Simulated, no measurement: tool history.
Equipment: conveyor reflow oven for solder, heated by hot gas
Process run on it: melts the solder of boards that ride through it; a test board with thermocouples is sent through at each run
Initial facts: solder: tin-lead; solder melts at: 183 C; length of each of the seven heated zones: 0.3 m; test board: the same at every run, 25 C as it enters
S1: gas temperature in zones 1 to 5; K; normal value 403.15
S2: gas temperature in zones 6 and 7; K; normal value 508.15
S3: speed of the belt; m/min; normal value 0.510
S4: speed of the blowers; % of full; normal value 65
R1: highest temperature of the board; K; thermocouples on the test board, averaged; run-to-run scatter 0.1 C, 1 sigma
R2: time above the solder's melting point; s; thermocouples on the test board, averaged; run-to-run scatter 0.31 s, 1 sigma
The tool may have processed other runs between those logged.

{"run": 1, "hour": 0.0, "S1": 403.15, "S2": 508.15, "S3": 0.51, "S4": 65, "R1": 489.85, "R2": 50.4}
{"run": 2, "hour": 41.2, "S1": 403.15, "S2": 508.15, "S3": 0.51, "S4": 65, "R1": 489.75, "R2": 49.9}
{"hour": 57.9, "done": "thermocouples of zones 6 and 7 changed"}
{"run": 3, "hour": 83.8, "S1": 403.15, "S2": 508.15, "S3": 0.51, "S4": 65, "R1": 489.25, "R2": 48.9}
{"run": 4, "hour": 126.8, "S1": 403.15, "S2": 508.15, "S3": 0.51, "S4": 65, "R1": 489.15, "R2": 49.2}
{"run": 5, "hour": 159.7, "S1": 403.15, "S2": 508.15, "S3": 0.51, "S4": 65, "R1": 489.05, "R2": 50.2}
{"run": 6, "hour": 197.4, "S1": 403.15, "S2": 510.15, "S3": 0.51, "S4": 65, "R1": 490.85, "R2": 50.8}
{"hour": 206.4, "done": "flux residue cleaned out of gas plates and filters"}
{"run": 7, "hour": 227.2, "S1": 403.15, "S2": 518.15, "S3": 0.51, "S4": 65, "R1": 497.25, "R2": 55.8}
{"run": 8, "hour": 268.2, "S1": 403.15, "S2": 518.15, "S3": 0.51, "S4": 65, "R1": 497.25, "R2": 54.9}
{"run": 9, "hour": 314.9, "S1": 403.15, "S2": 508.15, "S3": 0.51, "S4": 65, "R1": 488.65, "R2": 49.7}
{"hour": 324.0, "done": "flux residue cleaned out of gas plates and filters, once more"}
{"run": 10, "hour": 341.1, "S1": 403.15, "S2": 508.15, "S3": 0.51, "S4": 65, "R1": 490.25, "R2": 50.3}
{"run": 11, "hour": 386.0, "S1": 403.15, "S2": 508.15, "S3": 0.51, "S4": 65, "R1": 490.35, "R2": 50.0}
{"run": 12, "hour": 420.8, "S1": 401.15, "S2": 502.15, "S3": 0.6, "S4": 82, "R1": 482.75, "R2": 36.8}
{"run": 13, "hour": 443.0, "S1": 401.15, "S2": 502.15, "S3": 0.6, "S4": 82, "R1": 482.65, "R2": 37.0}
{"run": 14, "hour": 483.0, "S1": 403.15, "S2": 508.15, "S3": 0.473, "S4": 66, "R1": 492.75, "R2": 56.6}
{"run": 15, "hour": 528.8, "S1": 398.15, "S2": 496.15, "S3": 0.51, "S4": 53, "R1": 475.95, "R2": 35.5}
{"run": 16, "hour": 566.0, "S1": 415.15, "S2": 496.15, "S3": 0.484, "S4": 89, "R1": 486.55, "R2": 56.5}
{"run": 17, "hour": 609.0, "S1": 400.15, "S2": 511.15, "S3": 0.566, "S4": 86, "R1": 492.95, "R2": 46.0}
{"run": 18, "hour": 650.8, "S1": 403.15, "S2": 510.15, "S3": 0.51, "S4": 53, "R1": 488.55, "R2": 48.0}
{"run": 19, "hour": 683.4, "S1": 403.15, "S2": 510.15, "S3": 0.51, "S4": 53, "R1": 488.55, "R2": 48.4}
{"run": 20, "hour": 716.4, "S1": 403.15, "S2": 520.15, "S3": 0.517, "S4": 82, "R1": 503.55, "R2": 58.2}
{"run": 21, "hour": 739.0, "S1": 413.15, "S2": 508.15, "S3": 0.54, "S4": 65, "R1": 489.65, "R2": 50.7}
{"run": 22, "hour": 769.8, "S1": 413.15, "S2": 508.15, "S3": 0.54, "S4": 55, "R1": 487.45, "R2": 47.9}

Below, some changes in R1 between adjacent runs. For each, the amount present without the hidden state too (settings, incoming material, random variation) and the amount remaining for the hidden state with gauge scatter not shared by both compared results:
The hidden state here: heat that the gas passes to the board, % of a clean oven's; belt's true speed, % of the reading; true gas temperature in zones 6 and 7 over the reading, C; drift of the gauge itself on peak_c, C; drift of the gauge itself on liquid_s, %.
Run 2 -> 3: thermocouples of zones 6 and 7 changed. R1 -0.50 K: hidden state -0.60, all else +0.10.
Run 9 -> 10: flux residue cleaned out of gas plates and filters, once more. R1 +1.60 K: hidden state +1.40, all else +0.20.
Run 14 -> 15: S1 403.15 -> 398.15, S2 508.15 -> 496.15, S3 0.473 -> 0.510, S4 66 -> 53. R1 -16.80 K: hidden state +0.00, all else -16.80.
Run 19 -> 20: S2 510.15 -> 520.15, S3 0.510 -> 0.517, S4 53 -> 82. R1 +15.00 K: hidden state -0.20, all else +15.20.
